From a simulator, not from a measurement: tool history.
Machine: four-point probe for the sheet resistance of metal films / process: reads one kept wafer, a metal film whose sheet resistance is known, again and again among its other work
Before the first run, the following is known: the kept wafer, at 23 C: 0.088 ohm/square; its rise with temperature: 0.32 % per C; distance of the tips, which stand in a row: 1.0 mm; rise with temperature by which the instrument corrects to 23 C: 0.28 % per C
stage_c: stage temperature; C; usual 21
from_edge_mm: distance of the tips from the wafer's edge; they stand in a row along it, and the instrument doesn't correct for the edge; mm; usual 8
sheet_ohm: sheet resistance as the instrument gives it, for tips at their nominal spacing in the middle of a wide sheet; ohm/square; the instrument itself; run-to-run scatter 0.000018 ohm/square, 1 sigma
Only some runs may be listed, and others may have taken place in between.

run 1 day=0 | stage_c=21 from_edge_mm=8 | sheet_ohm=0.089302
run 2 day=1.9 | stage_c=21 from_edge_mm=8 | sheet_ohm=0.089323
run 3 day=5.808 | stage_c=21 from_edge_mm=8 | sheet_ohm=0.089365
-- day=8.654 stage's thermometer calibrated
run 4 day=9.608 | stage_c=21 from_edge_mm=8 | sheet_ohm=0.089292
run 5 day=13.662 | stage_c=21 from_edge_mm=8 | sheet_ohm=0.089321
run 6 day=16.646 | stage_c=21 from_edge_mm=11 | sheet_ohm=0.089002
run 7 day=20.442 | stage_c=19 from_edge_mm=8 | sheet_ohm=0.089334
run 8 day=23.962 | stage_c=19 from_edge_mm=8 | sheet_ohm=0.089363
run 9 day=26.517 | stage_c=19 from_edge_mm=8 | sheet_ohm=0.089363
run 10 day=29.392 | stage_c=19 from_edge_mm=8 | sheet_ohm=0.089386
run 11 day=32.942 | stage_c=19 from_edge_mm=8 | sheet_ohm=0.089387
run 12 day=35.275 | stage_c=21 from_edge_mm=8 | sheet_ohm=0.089525
run 13 day=39.012 | stage_c=21 from_edge_mm=8 | sheet_ohm=0.089559
run 14 day=42.446 | stage_c=21 from_edge_mm=8 | sheet_ohm=0.089558
run 15 day=44.533 | stage_c=21 from_edge_mm=8 | sheet_ohm=0.089592
run 16 day=48.567 | stage_c=21 from_edge_mm=8 | sheet_ohm=0.089619
run 17 day=52.692 | stage_c=24 from_edge_mm=8 | sheet_ohm=0.089725
run 18 day=56.104 | stage_c=24 from_edge_mm=8 | sheet_ohm=0.089778
run 19 day=59.008 | stage_c=24 from_edge_mm=8 | sheet_ohm=0.089785
run 20 day=61.15 | stage_c=24 from_edge_mm=8 | sheet_ohm=0.089831
run 21 day=62.988 | stage_c=30 from_edge_mm=8 | sheet_ohm=0.090033
run 22 day=67.054 | stage_c=24 from_edge_mm=8 | sheet_ohm=0.089866
run 23 day=71.312 | stage_c=20 from_edge_mm=18 | sheet_ohm=0.089165
run 24 day=74.4 | stage_c=20 from_edge_mm=18 | sheet_ohm=0.089171
run 25 day=78.212 | stage_c=20 from_edge_mm=18 | sheet_ohm=0.089205
run 26 day=81.508 | stage_c=21 from_edge_mm=23 | sheet_ohm=0.089229
run 27 day=84.921 | stage_c=20 from_edge_mm=7 | sheet_ohm=0.090058
-- day=87.729 new probe head fitted
run 28 day=88.329 | stage_c=20 from_edge_mm=7 | sheet_ohm=0.088912
run 29 day=90.579 | stage_c=30 from_edge_mm=8 | sheet_ohm=0.089048
run 30 day=93.954 | stage_c=25 from_edge_mm=8 | sheet_ohm=0.088891

Run 31 has not been measured yet. What should we expect?
run 31 day=95.933 | stage_c=25 from_edge_mm=8 | sheet_ohm=?

{"run 31": {"sheet_ohm": 0.088923}}
The same run, on a tool lacking any hidden state, would have yielded sheet_ohm 0.088821 ohm/square.
